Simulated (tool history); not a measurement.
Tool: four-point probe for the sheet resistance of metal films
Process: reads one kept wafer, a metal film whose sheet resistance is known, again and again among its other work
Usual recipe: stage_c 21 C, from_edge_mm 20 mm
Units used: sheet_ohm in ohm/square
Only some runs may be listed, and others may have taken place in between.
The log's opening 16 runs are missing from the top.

{"run": 17, "day": 12.183, "stage_c": 19, "from_edge_mm": 20, "sheet_ohm": 0.194957}
{"run": 18, "day": 12.858, "stage_c": 21, "from_edge_mm": 20, "sheet_ohm": 0.194667}
{"run": 19, "day": 13.875, "stage_c": 21, "from_edge_mm": 20, "sheet_ohm": 0.194745}
{"run": 20, "day": 15.067, "stage_c": 21, "from_edge_mm": 20, "sheet_ohm": 0.194667}
{"run": 21, "day": 15.808, "stage_c": 21, "from_edge_mm": 59, "sheet_ohm": 0.194474}
{"run": 22, "day": 16.412, "stage_c": 33, "from_edge_mm": 41, "sheet_ohm": 0.193223}
{"run": 23, "day": 17.525, "stage_c": 21, "from_edge_mm": 3, "sheet_ohm": 0.205345}
{"run": 24, "day": 18.546, "stage_c": 30, "from_edge_mm": 7, "sheet_ohm": 0.195501}
{"run": 25, "day": 19.658, "stage_c": 32, "from_edge_mm": 5, "sheet_ohm": 0.197246}
{"run": 26, "day": 20.433, "stage_c": 34, "from_edge_mm": 8, "sheet_ohm": 0.194589}
{"run": 27, "day": 21.329, "stage_c": 31, "from_edge_mm": 13, "sheet_ohm": 0.193978}
{"run": 28, "day": 21.854, "stage_c": 29, "from_edge_mm": 10, "sheet_ohm": 0.194507}
{"run": 29, "day": 22.5, "stage_c": 22, "from_edge_mm": 12, "sheet_ohm": 0.19499}
{"run": 30, "day": 23.35, "stage_c": 21, "from_edge_mm": 62, "sheet_ohm": 0.194448}
{"run": 31, "day": 24.5, "stage_c": 21, "from_edge_mm": 62, "sheet_ohm": 0.19433}
{"run": 32, "day": 25.704, "stage_c": 19, "from_edge_mm": 19, "sheet_ohm": 0.194829}
{"run": 33, "day": 26.408, "stage_c": 29, "from_edge_mm": 9, "sheet_ohm": 0.194768}

For run 34, what comes out?
{"run": 34, "day": 27.333, "stage_c": 26, "from_edge_mm": 5, "sheet_ohm": "?"}

{"run 34": {"sheet_ohm": 0.197813}}
Without the tool's hidden state the same run would have given sheet_ohm 0.197628 ohm/square.

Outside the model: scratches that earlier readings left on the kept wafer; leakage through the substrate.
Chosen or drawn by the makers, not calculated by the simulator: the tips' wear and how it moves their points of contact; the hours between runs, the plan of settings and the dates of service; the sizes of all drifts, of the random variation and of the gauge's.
